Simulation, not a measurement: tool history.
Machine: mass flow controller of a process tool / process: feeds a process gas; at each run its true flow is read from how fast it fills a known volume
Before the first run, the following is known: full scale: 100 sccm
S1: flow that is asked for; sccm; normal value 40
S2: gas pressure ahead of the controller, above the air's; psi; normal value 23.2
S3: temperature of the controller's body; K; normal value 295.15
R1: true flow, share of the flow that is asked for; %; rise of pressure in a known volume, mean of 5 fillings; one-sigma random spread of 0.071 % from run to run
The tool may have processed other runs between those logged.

run	day	S1	S2	S3	R1
1	0.000	40	23.2	295.15	99.52
2	8.967	38	23.2	295.15	99.40
3	23.646	40	23.2	295.15	99.37
4	31.233	40	23.2	295.15	99.35
5	37.867	40	23.2	295.15	99.20
6	49.350	40	23.2	295.15	99.30
7	62.783	40	23.2	295.15	99.23
8	69.921	40	35.4	295.15	99.01
9	76.404	40	35.4	295.15	98.96
10	84.342	40	35.4	295.15	98.79
11	92.979	40	35.4	295.15	99.00
12	100.512	40	35.4	295.15	98.76
13	115.012	40	35.4	295.15	98.71
14	127.479	40	23.2	299.15	99.49
15	134.442	40	23.2	299.15	99.35
16	147.596	83	23.2	299.15	99.56
17	162.354	40	23.2	295.15	98.91
18	176.896	40	23.2	295.15	98.74
19	188.538	40	23.2	295.15	98.84
20	199.938	40	23.2	295.15	98.85
21	214.375	40	23.2	295.15	98.78
22	226.333	40	23.2	295.15	98.81
23	237.354	40	23.2	295.15	98.71
24	246.592	40	23.2	295.15	98.59
25	255.900	74	23.2	295.15	98.89
26	267.075	74	30.5	296.15	98.83
27	274.562	28	20.5	296.15	98.66
28	287.062	69	31.3	302.15	99.09
29	294.850	79	32.6	306.15	99.48
30	301.921	24	22.6	306.15	99.24
31	312.688	22	21.2	300.15	98.85
32	321.267	40	23.4	301.15	98.92
33	335.012	26	26.3	295.15	98.33
34	348.546	18	22.5	304.15	98.97
35	356.021	40	21.0	305.15	100.20
36	369.458	40	21.0	305.15	100.02
37	385.221	40	21.0	305.15	100.08
38	398.254	67	34.2	305.15	99.95
39	411.396	40	21.3	297.15	99.42
40	426.996	13	40.5	295.15	98.67
41	439.858	89	31.0	301.15	99.85
42	448.221	40	36.0	295.15	98.96
43	457.700	11	36.5	309.15	99.68
44	470.450	51	23.1	309.15	100.16
45	481.404	10	23.2	295.15	98.91
46	495.125	10	23.2	295.15	98.77
47	509.862	40	21.8	305.15	99.75

The log once held 2 entries between its listed runs, left out of this copy. Where does each go, and what is different about the tool's unlogged condition between the listed run before it and the listed run after it?
Run 34 -> run 35: gauge calibrated (day 355.992)
  drift of the gauge itself on true_pct, %: -1.02 -> 0
  what was measured, less what the result would be without the hidden state, R1: -1.01 -> -0.01 %
Run 38 -> run 39: controller's zero set anew (day 409.621)
  flow at rest that the sensor doesn't see, % of full scale: 0.005 -> 0; drift of the gauge itself on true_pct, %: -0.12 -> -0.16
  what was measured, less what the result would be without the hidden state, R1: -0.14 -> -0.19 %
